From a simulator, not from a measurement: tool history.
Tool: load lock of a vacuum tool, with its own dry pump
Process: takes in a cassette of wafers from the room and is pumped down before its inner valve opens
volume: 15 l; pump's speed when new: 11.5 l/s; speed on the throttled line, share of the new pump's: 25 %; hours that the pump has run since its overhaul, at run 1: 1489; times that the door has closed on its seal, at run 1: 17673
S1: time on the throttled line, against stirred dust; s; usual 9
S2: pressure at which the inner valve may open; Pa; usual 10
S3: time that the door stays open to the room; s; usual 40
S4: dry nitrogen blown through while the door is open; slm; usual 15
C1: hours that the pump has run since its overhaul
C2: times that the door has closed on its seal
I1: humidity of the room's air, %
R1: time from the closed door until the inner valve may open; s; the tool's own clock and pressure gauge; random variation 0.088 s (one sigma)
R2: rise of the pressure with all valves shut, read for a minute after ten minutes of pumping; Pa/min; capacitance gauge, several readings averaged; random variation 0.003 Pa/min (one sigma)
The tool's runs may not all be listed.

| run | hour | S1 | S2 | S3 | S4 | C1 | C2 | I1 | R1 | R2 |
|---|---|---|---|---|---|---|---|---|---|---|
| 1 | 0 | 9 | 10 | 40 | 15 | 1489 | 17673 | 43.7 | 19.01 | 0.14 |
| 2 | 68.2 | 9 | 10 | 40 | 15 | 1557 | 17972 | 48.7 | 19 | 0.142 |
| 3 | 111.3 | 9 | 10 | 40 | 15 | 1600 | 18160 | 42 | 19.02 | 0.146 |
| 4 | 202.8 | 7 | 10 | 40 | 15 | 1692 | 18562 | 44.8 | 17.46 | 0.148 |
| 5 | 285.2 | 7 | 10 | 40 | 15 | 1774 | 18923 | 48.4 | 17.68 | 0.153 |
| 6 | 324.1 | 9 | 10 | 40 | 14 | 1813 | 19093 | 42.1 | 19.21 | 0.154 |
| 7 | 397.6 | 9 | 10 | 40 | 14 | 1887 | 19415 | 44.5 | 18.91 | 0.157 |
| 8 | 445.7 | 5 | 10 | 40 | 14 | 1935 | 19626 | 45.8 | 15.95 | 0.166 |
| 9 | 520.1 | 9 | 9 | 40 | 15 | 2009 | 19952 | 44.3 | 19.32 | 0.167 |
| 10 | 579.5 | 9 | 9 | 40 | 15 | 2068 | 20213 | 44.6 | 19.29 | 0.17 |
| 11 | 651.5 | 9 | 10 | 188 | 15 | 2140 | 20528 | 44.2 | 18.98 | 0.182 |
| 12 | 705.4 | 9 | 10 | 188 | 15 | 2194 | 20764 | 48.7 | 19.03 | 0.182 |
| 13 | 781.6 | 9 | 10 | 40 | 15 | 2271 | 21098 | 39.7 | 19.09 | 0.172 |
| 14 | 823 | 9 | 10 | 40 | 15 | 2312 | 21280 | 44.3 | 19.1 | 0.178 |
| 15 | 889.7 | 9 | 10 | 40 | 15 | 2379 | 21572 | 43.2 | 19.06 | 0.177 |
| 16 | 953.8 | 9 | 10 | 40 | 8 | 2443 | 21853 | 44.6 | 19.15 | 0.191 |
| 17 | 1007.8 | 9 | 10 | 40 | 8 | 2497 | 22090 | 45.2 | 19.14 | 0.199 |

Run 18 comes next. What will it give?
| 18 | 1078.3 | 9 | 10 | 40 | 8 | 2567 | 22399 | 44.1 | ? | ? |

{"run 18": {"R1": 19.19, "R2": 0.201}}
Without the tool's hidden state the same run would have given R1 18.96 s, R2 0.038 Pa/min.
